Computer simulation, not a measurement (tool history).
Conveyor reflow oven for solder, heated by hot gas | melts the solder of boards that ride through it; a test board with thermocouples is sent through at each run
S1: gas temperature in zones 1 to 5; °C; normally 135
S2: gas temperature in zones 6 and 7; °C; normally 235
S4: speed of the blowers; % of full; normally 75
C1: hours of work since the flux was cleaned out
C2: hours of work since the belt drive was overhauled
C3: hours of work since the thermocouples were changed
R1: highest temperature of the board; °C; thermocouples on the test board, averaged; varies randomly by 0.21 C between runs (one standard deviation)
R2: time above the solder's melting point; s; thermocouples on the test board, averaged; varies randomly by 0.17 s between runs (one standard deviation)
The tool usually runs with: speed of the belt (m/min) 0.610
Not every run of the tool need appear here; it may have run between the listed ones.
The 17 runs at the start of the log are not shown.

run 18 hour=566.2 | S1=136 S2=235 speed_of_the_belt_(m/min)=0.652 S4=76 | C1=54 C2=1168 C3=129 | R1=220.1 R2=50.4
run 19 hour=603.4 | S1=136 S2=235 speed_of_the_belt_(m/min)=0.652 S4=76 | C1=76 C2=1189 C3=150 | R1=219.3 R2=50.5
run 20 hour=622.7 | S1=136 S2=235 speed_of_the_belt_(m/min)=0.652 S4=76 | C1=87 C2=1200 C3=161 | R1=219.8 R2=50.5
run 21 hour=661.6 | S1=146 S2=235 speed_of_the_belt_(m/min)=0.610 S4=51 | C1=109 C2=1222 C3=183 | R1=218.9 R2=56.7
run 22 hour=679.3 | S1=135 S2=238 speed_of_the_belt_(m/min)=0.577 S4=75 | C1=119 C2=1233 C3=193 | R1=225.4 R2=60.9
run 23 hour=719.6 | S1=126 S2=249 speed_of_the_belt_(m/min)=0.616 S4=75 | C1=142 C2=1255 C3=216 | R1=231.5 R2=57.7
run 24 hour=743.6 | S1=125 S2=228 speed_of_the_belt_(m/min)=0.710 S4=69 | C1=155 C2=1269 C3=229 | R1=206.8 R2=34.0
run 25 hour=786.9 | S1=125 S2=228 speed_of_the_belt_(m/min)=0.710 S4=69 | C1=180 C2=1294 C3=254 | R1=206.9 R2=33.9
run 26 hour=817.4 | S1=135 S2=242 speed_of_the_belt_(m/min)=0.646 S4=75 | C1=197 C2=1311 C3=271 | R1=224.5 R2=54.0
run 27 hour=855.2 | S1=146 S2=235 speed_of_the_belt_(m/min)=0.610 S4=75 | C1=219 C2=1333 C3=293 | R1=222.3 R2=59.3
run 28 hour=897.1 | S1=146 S2=235 speed_of_the_belt_(m/min)=0.610 S4=75 | C1=243 C2=1356 C3=317 | R1=222.1 R2=59.1
run 29 hour=933.4 | S1=135 S2=245 speed_of_the_belt_(m/min)=0.610 S4=51 | C1=263 C2=1377 C3=337 | R1=224.7 R2=56.6
run 30 hour=974.6 | S1=137 S2=228 speed_of_the_belt_(m/min)=0.695 S4=90 | C1=287 C2=1400 C3=361 | R1=212.5 R2=42.6

Branching from run 30: 3 alternative next runs. What would each branch give?
run A hour=994.0 | S1=141 S2=234 speed_of_the_belt_(m/min)=0.609 S4=75 | C1=298 C2=1411 C3=372 | R1=? R2=?
run B hour=994.0 | S1=127 S2=228 speed_of_the_belt_(m/min)=0.695 S4=60 | C1=298 C2=1411 C3=372 | R1=? R2=?
run C hour=994.0 | S1=130 S2=243 speed_of_the_belt_(m/min)=0.610 S4=70 | C1=298 C2=1411 C3=372 | R1=? R2=?

run=A R1=220.4 R2=56.7
run=B R1=204.8 R2=33.1
run=C R1=225.5 R2=56.0
Without the tool's hidden state the same runs would have given:
run=A R1=221.2 R2=55.8
run=B R1=205.9 R2=33.4
run=C R1=226.6 R2=55.1
